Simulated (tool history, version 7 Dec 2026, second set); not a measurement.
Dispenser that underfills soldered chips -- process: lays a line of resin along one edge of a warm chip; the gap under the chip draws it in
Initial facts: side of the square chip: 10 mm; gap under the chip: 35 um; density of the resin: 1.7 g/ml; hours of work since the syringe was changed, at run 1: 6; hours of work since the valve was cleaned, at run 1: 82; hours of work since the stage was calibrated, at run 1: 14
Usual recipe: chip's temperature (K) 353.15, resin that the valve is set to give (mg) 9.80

run   hour  chip's temperature (K)  resin that the valve is set to give (mg)  hours of work since the syringe was changed  hours of work since the valve was cleaned  hours of work since the stage was calibrated  time until the resin shows at the far edge (s)  resin that the valve gave (mg)
  1    0.0                  353.15                                      9.80                                            6                                         82                                            14                                           113.7                            9.48
       3.8  -- new syringe of resin
  2    3.8                  353.15                                      9.80                                            0                                         84                                            16                                            68.9                            9.53
  3    6.5                  353.15                                      8.81                                            2                                         86                                            18                                            83.3                            8.50
  4    8.5                  353.15                                      9.80                                            3                                         87                                            19                                            89.4                            9.56
  5   13.0                  353.15                                      9.80                                            6                                         90                                            22                                           117.2                            9.46
  6   15.7                  353.15                                      9.80                                            8                                         92                                            23                                           135.4                            9.49
      16.6  -- new syringe of resin
  7   19.5                  353.15                                      9.80                                            2                                         94                                            26                                            82.5                            9.49
  8   23.4                  353.15                                      9.80                                            4                                         96                                            28                                           101.7                            9.48
  9   27.0                  353.15                                      9.80                                            7                                         99                                            30                                           123.9                            9.49
      29.4  -- new syringe of resin
 10   30.5                  353.15                                      9.80                                            1                                        101                                            32                                            76.3                            9.42
 11   33.6                  353.15                                      9.80                                            3                                        103                                            34                                            86.6                            9.47
 12   36.8                  353.15                                      9.80                                            5                                        105                                            36                                           106.6                            9.42
 13   39.2                  353.15                                      8.45                                            6                                        106                                            38                                           123.9                            8.14
 14   41.5                  353.15                                      9.84                                            8                                        108                                            39                                           138.3                            9.41
      42.2  -- new syringe of resin
 15   44.8                  353.15                                      9.84                                            2                                        109                                            41                                            79.4                            9.53
 16   47.4                  353.15                                      9.84                                            3                                        111                                            43                                            93.2                            9.42
 17   52.0                  353.15                                      9.84                                            6                                        114                                            46                                           121.6                            9.46
 18   54.5                  353.15                                      9.84                                            8                                        116                                            47                                           139.1                            9.44
      55.1  -- new syringe of resin
 19   58.0                  355.15                                     11.81                                            2                                        118                                            50                                            74.0                           11.32
 20   60.8                  338.15                                     11.81                                            4                                        119                                            51                                           174.2                           11.25
 21   63.5                  338.15                                     11.81                                            5                                        121                                            53                                           203.9                           11.29
 22   66.6                  339.15                                      9.80                                            7                                        123                                            55                                           229.9                            9.34
      67.8  -- new syringe of resin
 23   71.1                  356.15                                     12.29                                            2                                        126                                            58                                            75.8                           11.73
 24   73.1                  356.15                                     12.29                                            3                                        127                                            59                                            82.5                           11.67
 25   75.3                  366.15                                     12.34                                            5                                        128                                            60                                            63.9                           11.79
 26   77.6                  359.15                                      8.68                                            6                                        130                                            62                                            98.5                            8.27
 27   79.9                  359.15                                      8.68                                            8                                        131                                            63                                           111.5                            8.26
      80.6  -- new syringe of resin
 28   82.5                  364.15                                      9.80                                            1                                        133                                            65                                            50.8                            9.36
 29   86.7                  360.15                                     11.53                                            4                                        135                                            67                                            72.8                           10.96
 30   91.1                  361.15                                     11.21                                            7                                        138                                            70                                            92.2                           10.69
      92.6  -- dispensing valve cleaned and set on the balance
      94.4  -- new syringe of resin
 31   95.1                  341.15                                      8.59                                            0                                          1                                            72                                           119.0                            8.60
 32   99.2                  343.15                                     11.49                                            3                                          4                                            74                                           136.8                           11.46
 33  101.4                  339.15                                      9.80                                            4                                          5                                            76                                           181.3                            9.84
 34  104.1                  360.15                                     10.33                                            6                                          7                                            77                                            92.1                           10.32
     107.3  -- new syringe of resin
 35  107.5                  343.15                                      8.95                                            0                                          9                                            79                                           105.7                            8.94
 36  112.2                  347.15                                      8.95                                            3                                         12                                            82                                           116.0                            8.84

Hidden state at the last listed run before each entry between runs and at the first one after, where it differs:
Runs 1 to 2: new syringe of resin (hour 3.8)
  resin's viscosity, % of fresh resin's: 165 -> 100.8; dose that the valve gives, % of what is set: 97.08 -> 96.99
  measured result minus the result with no hidden state, time until the resin shows at the far edge (s): +44.5 -> +0.1; resin that the valve gave (mg): -0.28 -> -0.29
Runs 6 to 7: new syringe of resin (hour 16.6)
  resin's viscosity, % of fresh resin's: 196.5 -> 118.2; dose that the valve gives, % of what is set: 96.71 -> 96.63; true chip temperature over the reading, C: 0.23 -> 0.22
  measured result minus the result with no hidden state, time until the resin shows at the far edge (s): +66.1 -> +12.4; resin that the valve gave (mg): -0.32 -> -0.33
Runs 9 to 10: new syringe of resin (hour 29.4)
  resin's viscosity, % of fresh resin's: 179.9 -> 107.2; dose that the valve gives, % of what is set: 96.45 -> 96.38; true chip temperature over the reading, C: 0.21 -> 0.2
  measured result minus the result with no hidden state, time until the resin shows at the far edge (s): +55.1 -> +4.8; resin that the valve gave (mg): -0.35 -> -0.36
Runs 14 to 15: new syringe of resin (hour 42.2)
  resin's viscosity, % of fresh resin's: 198.6 -> 116; dose that the valve gives, % of what is set: 96.13 -> 96.07; true chip temperature over the reading, C: 0.18 -> 0.17
  measured result minus the result with no hidden state, time until the resin shows at the far edge (s): +68.4 -> +10.9; resin that the valve gave (mg): -0.38 -> -0.39
Runs 18 to 19: new syringe of resin (hour 55.1)
  resin's viscosity, % of fresh resin's: 200 -> 117; dose that the valve gives, % of what is set: 95.87 -> 95.79; true chip temperature over the reading, C: 0.15 -> 0.14
  measured result minus the result with no hidden state, time until the resin shows at the far edge (s): +69.3 -> +10.6; resin that the valve gave (mg): -0.41 -> -0.49
Runs 22 to 23: new syringe of resin (hour 67.8)
  resin's viscosity, % of fresh resin's: 188.9 -> 121.5; dose that the valve gives, % of what is set: 95.6 -> 95.5; true chip temperature over the reading, C: 0.12 -> 0.11
  measured result minus the result with no hidden state, time until the resin shows at the far edge (s): +108.4 -> +13.3; resin that the valve gave (mg): -0.43 -> -0.55
Runs 27 to 28: new syringe of resin (hour 80.6)
  resin's viscosity, % of fresh resin's: 198.2 -> 110.7; dose that the valve gives, % of what is set: 95.31 -> 95.26; true chip temperature over the reading, C: 0.1 -> 0.09
  measured result minus the result with no hidden state, time until the resin shows at the far edge (s): +55.7 -> +5.1; resin that the valve gave (mg): -0.41 -> -0.46
Runs 30 to 31: dispensing valve cleaned and set on the balance (hour 92.6); new syringe of resin (hour 94.4)
  resin's viscosity, % of fresh resin's: 179.2 -> 103.6; dose that the valve gives, % of what is set: 95.07 -> 100.08
  measured result minus the result with no hidden state, time until the resin shows at the far edge (s): +40.7 -> +3.7; resin that the valve gave (mg): -0.55 -> +0.01
Runs 34 to 35: new syringe of resin (hour 107.3)
  resin's viscosity, % of fresh resin's: 171.8 -> 100.1; dose that the valve gives, % of what is set: 99.87 -> 99.8; true chip temperature over the reading, C: 0.05 -> 0.04
  measured result minus the result with no hidden state, time until the resin shows at the far edge (s): +38.3 -> -0.1; resin that the valve gave (mg): -0.02 -> -0.02
